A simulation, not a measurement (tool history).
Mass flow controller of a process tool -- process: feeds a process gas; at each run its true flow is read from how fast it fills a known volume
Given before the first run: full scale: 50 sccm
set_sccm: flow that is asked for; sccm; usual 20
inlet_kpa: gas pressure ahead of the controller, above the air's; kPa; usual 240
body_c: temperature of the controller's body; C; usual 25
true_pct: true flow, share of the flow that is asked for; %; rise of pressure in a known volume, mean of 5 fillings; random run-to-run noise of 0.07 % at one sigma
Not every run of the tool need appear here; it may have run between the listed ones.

| run | hour | set_sccm | inlet_kpa | body_c | true_pct |
|---|---|---|---|---|---|
| 1 | 0.0 | 20 | 240 | 25 | 99.29 |
| 2 | 68.2 | 20 | 240 | 25 | 99.20 |
| 3 | 177.9 | 20 | 240 | 32 | 98.72 |
| 4 | 305.1 | 20 | 240 | 32 | 98.77 |
| 5 | 460.2 | 8 | 240 | 25 | 100.07 |
| 6 | 610.0 | 22 | 240 | 25 | 99.06 |
|  | 625.0 | controller's zero set anew |
| 7 | 716.2 | 20 | 180 | 25 | 99.43 |
|  | 841.0 | controller's zero set anew, once more |
| 8 | 841.0 | 20 | 180 | 25 | 98.17 |
| 9 | 941.4 | 9 | 188 | 25 | 97.96 |
| 10 | 1019.8 | 7 | 240 | 34 | 97.52 |
| 11 | 1135.3 | 7 | 240 | 34 | 97.58 |
| 12 | 1257.2 | 10 | 240 | 25 | 98.22 |
| 13 | 1321.3 | 21 | 249 | 24 | 98.38 |
| 14 | 1434.8 | 19 | 258 | 31 | 98.03 |

Subtracting, for every run, the result it would have given without the tool's unlogged condition from the measured result gives the following. The same run-to-run variation enters both numbers; the gauge's scatter may not:
The tool's hidden condition here consists of: flow at rest that the sensor doesn't see, % of full scale; true flow over the shown one, %; drift of the gauge itself on true_pct, %.
| run | true_pct |
|---|---|
| 1 | -0.14 |
| 2 | -0.14 |
| 3 | -0.15 |
| 4 | -0.15 |
| 5 | +0.96 |
| 6 | -0.24 |
| 7 | +0.33 |
| 8 | -1.00 |
| 9 | -0.93 |
| 10 | -0.86 |
| 11 | -0.81 |
| 12 | -0.88 |
| 13 | -1.03 |
| 14 | -1.01 |
